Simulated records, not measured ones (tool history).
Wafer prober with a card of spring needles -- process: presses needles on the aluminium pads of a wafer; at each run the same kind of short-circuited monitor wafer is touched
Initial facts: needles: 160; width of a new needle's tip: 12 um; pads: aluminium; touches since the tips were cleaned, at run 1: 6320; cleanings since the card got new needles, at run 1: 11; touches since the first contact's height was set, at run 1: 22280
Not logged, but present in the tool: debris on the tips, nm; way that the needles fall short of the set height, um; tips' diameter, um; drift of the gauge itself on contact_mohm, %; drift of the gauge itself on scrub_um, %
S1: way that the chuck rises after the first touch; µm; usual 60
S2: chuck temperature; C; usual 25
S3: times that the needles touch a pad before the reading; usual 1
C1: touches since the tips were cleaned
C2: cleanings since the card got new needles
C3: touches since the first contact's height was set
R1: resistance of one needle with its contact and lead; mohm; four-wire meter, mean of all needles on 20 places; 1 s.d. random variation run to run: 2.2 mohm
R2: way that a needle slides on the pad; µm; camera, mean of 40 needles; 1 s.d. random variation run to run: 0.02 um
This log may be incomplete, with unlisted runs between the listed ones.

run 1 hour=0 | S1=60 S2=25 S3=1 | C1=6320 C2=11 C3=22280 | R1=270 R2=14.98
-- hour=4.3 tips cleaned on abrasive film
run 2 hour=9.3 | S1=74 S2=25 S3=1 | C1=2725 C2=12 C3=27261 | R1=279 R2=18.49
-- hour=19.4 tips cleaned on abrasive film
run 3 hour=22.4 | S1=74 S2=25 S3=1 | C1=1592 C2=13 C3=34288 | R1=257 R2=18.49
-- hour=34.4 tips cleaned on abrasive film
run 4 hour=36 | S1=74 S2=25 S3=1 | C1=865 C2=14 C3=41591 | R1=251 R2=18.43
run 5 hour=48.7 | S1=74 S2=25 S3=1 | C1=7748 C2=14 C3=48474 | R1=277 R2=18.45
-- hour=49.8 tips cleaned on abrasive film
run 6 hour=58.4 | S1=60 S2=25 S3=2 | C1=4650 C2=15 C3=53695 | R1=259 R2=14.95
-- hour=65.3 tips cleaned on abrasive film
run 7 hour=68.3 | S1=60 S2=25 S3=1 | C1=1599 C2=16 C3=59000 | R1=259 R2=14.93
-- hour=80.5 tips cleaned on abrasive film
run 8 hour=81.2 | S1=60 S2=25 S3=1 | C1=350 C2=17 C3=65909 | R1=250 R2=14.91
run 9 hour=91.2 | S1=60 S2=42 S3=1 | C1=5801 C2=17 C3=71360 | R1=275 R2=14.91
-- hour=95.8 tips cleaned on abrasive film
-- hour=104.1 tips cleaned on abrasive film, once more
run 10 hour=108 | S1=60 S2=42 S3=1 | C1=2091 C2=19 C3=80321 | R1=263 R2=14.9
-- hour=115.9 height of the first contact set anew
run 11 hour=119.1 | S1=60 S2=25 S3=1 | C1=7974 C2=19 C3=1722 | R1=272 R2=15.04
-- hour=120.1 tips cleaned on abrasive film
run 12 hour=134.2 | S1=60 S2=25 S3=1 | C1=7628 C2=20 C3=9820 | R1=270 R2=14.96
-- hour=135.2 tips cleaned on abrasive film
run 13 hour=141.5 | S1=60 S2=39 S3=1 | C1=3407 C2=21 C3=13738 | R1=271 R2=14.98
-- hour=150.1 tips cleaned on abrasive film
run 14 hour=156.5 | S1=45 S2=25 S3=1 | C1=3479 C2=22 C3=21799 | R1=270 R2=11.23
-- hour=165.2 tips cleaned on abrasive film
run 15 hour=167 | S1=45 S2=25 S3=1 | C1=980 C2=23 C3=27456 | R1=259 R2=11.21
-- hour=180.2 tips cleaned on abrasive film
run 16 hour=183.2 | S1=65 S2=25 S3=1 | C1=1621 C2=24 C3=36168 | R1=254 R2=16.18
run 17 hour=190.9 | S1=66 S2=112 S3=3 | C1=5792 C2=24 C3=40339 | R1=273 R2=16.45

Run 18, settings as shown, results not yet in. Your forecast:
-- hour=196.2 tips cleaned on abrasive film
run 18 hour=201.5 | S1=66 S2=112 S3=3 | C1=2894 C2=25 C3=46032 | R1=? R2=?

Logged for run 18: R1 274 mohm, R2 16.46 µm.
Minus the tool's unlogged condition, the same run would have read R1 267 mohm, R2 16.54 µm.

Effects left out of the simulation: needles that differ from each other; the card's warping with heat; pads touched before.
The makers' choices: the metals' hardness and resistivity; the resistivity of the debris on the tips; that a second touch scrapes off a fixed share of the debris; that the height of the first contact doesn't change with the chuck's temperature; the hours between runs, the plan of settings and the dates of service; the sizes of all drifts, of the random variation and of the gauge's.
